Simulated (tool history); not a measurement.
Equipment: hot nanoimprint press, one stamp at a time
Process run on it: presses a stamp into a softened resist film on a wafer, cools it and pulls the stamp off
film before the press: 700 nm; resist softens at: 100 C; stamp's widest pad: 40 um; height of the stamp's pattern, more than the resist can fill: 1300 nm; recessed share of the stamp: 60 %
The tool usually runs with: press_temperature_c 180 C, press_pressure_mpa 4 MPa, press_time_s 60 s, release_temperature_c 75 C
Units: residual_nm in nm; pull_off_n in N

| run | day | press_temperature_c | press_pressure_mpa | press_time_s | release_temperature_c | residual_nm | pull_off_n |
|---|---|---|---|---|---|---|---|
| 1 | 0 | 180 | 4 | 60 | 75 | 362.9 | 157 |
| 2 | 0.612 | 180 | 4 | 60 | 75 | 365 | 161 |
| 3 | 0.971 | 180 | 4 | 60 | 75 | 362.9 | 160 |
| 4 | 1.388 | 180 | 4 | 34 | 75 | 438.2 | 162 |
| 5 | 1.654 | 180 | 4 | 91 | 75 | 312.6 | 166 |
| 6 | 2.262 | 180 | 4 | 91 | 75 | 308.9 | 163 |
| 7 | 2.662 | 180 | 4 | 35 | 75 | 434 | 170 |
| 8 | 2.979 | 180 | 4 | 35 | 75 | 433.8 | 168 |
| 9 | 3.35 | 180 | 4 | 35 | 75 | 432 | 164 |
| 10 | 3.812 | 180 | 4 | 35 | 75 | 432.2 | 165 |
|  | 4.183 | stamp cleaned and given a new release coat |
| 11 | 4.692 | 180 | 4 | 35 | 75 | 433.5 | 129 |
| 12 | 5 | 180 | 4 | 60 | 75 | 360.2 | 128 |
| 13 | 5.304 | 180 | 4 | 60 | 75 | 360.3 | 130 |
|  | 5.796 | plate thermocouple calibrated |
| 14 | 6.058 | 180 | 4 | 60 | 75 | 352.2 | 131 |
| 15 | 6.442 | 172 | 4 | 60 | 75 | 481.5 | 135 |
| 16 | 7.067 | 180 | 4 | 60 | 75 | 351 | 134 |
| 17 | 7.512 | 180 | 4 | 60 | 75 | 348.7 | 137 |
|  | 7.85 | plate thermocouple calibrated, once more |
| 18 | 8.079 | 172 | 4 | 70 | 75 | 493.2 | 144 |
| 19 | 8.579 | 192 | 4.41 | 31 | 77 | 280.2 | 131 |
| 20 | 9.021 | 192 | 4.41 | 31 | 77 | 285.1 | 141 |
| 21 | 9.442 | 192 | 3.53 | 31 | 60 | 309.2 | 203 |
| 22 | 9.879 | 192 | 3.53 | 31 | 60 | 307.8 | 201 |
| 23 | 10.158 | 183 | 2.55 | 60 | 62 | 395.8 | 192 |
| 24 | 10.712 | 183 | 2.55 | 60 | 62 | 394.5 | 202 |
| 25 | 11.188 | 170 | 5.98 | 88 | 70 | 438.7 | 170 |
| 26 | 11.617 | 170 | 5.98 | 88 | 70 | 438.4 | 177 |
| 27 | 11.979 | 170 | 5.98 | 88 | 70 | 440.9 | 178 |
| 28 | 12.583 | 189 | 5.98 | 88 | 70 | 179.1 | 179 |
| 29 | 12.938 | 174 | 5.98 | 32 | 60 | 491.3 | 222 |
| 30 | 13.412 | 173 | 2.43 | 49 | 60 | 574.7 | 215 |
| 31 | 14.054 | 186 | 4.74 | 60 | 75 | 268.4 | 159 |

Predict each of these 3 candidate next runs independently; none follows another, all start after run 31:
| A | 14.604 | 185 | 4 | 60 | 75 | ? | ? |
| B | 14.604 | 180 | 4.69 | 60 | 75 | ? | ? |
| C | 14.604 | 180 | 6 | 60 | 75 | ? | ? |

| run | residual_nm | pull_off_n |
|---|---|---|
| A | 302.1 | 170 |
| B | 355.5 | 165 |
| C | 320.6 | 162 |
Had the tool no hidden state, the same runs would have come out as:
| run | residual_nm | pull_off_n |
|---|---|---|
| A | 300.8 | 135 |
| B | 353.7 | 131 |
| C | 317.6 | 129 |
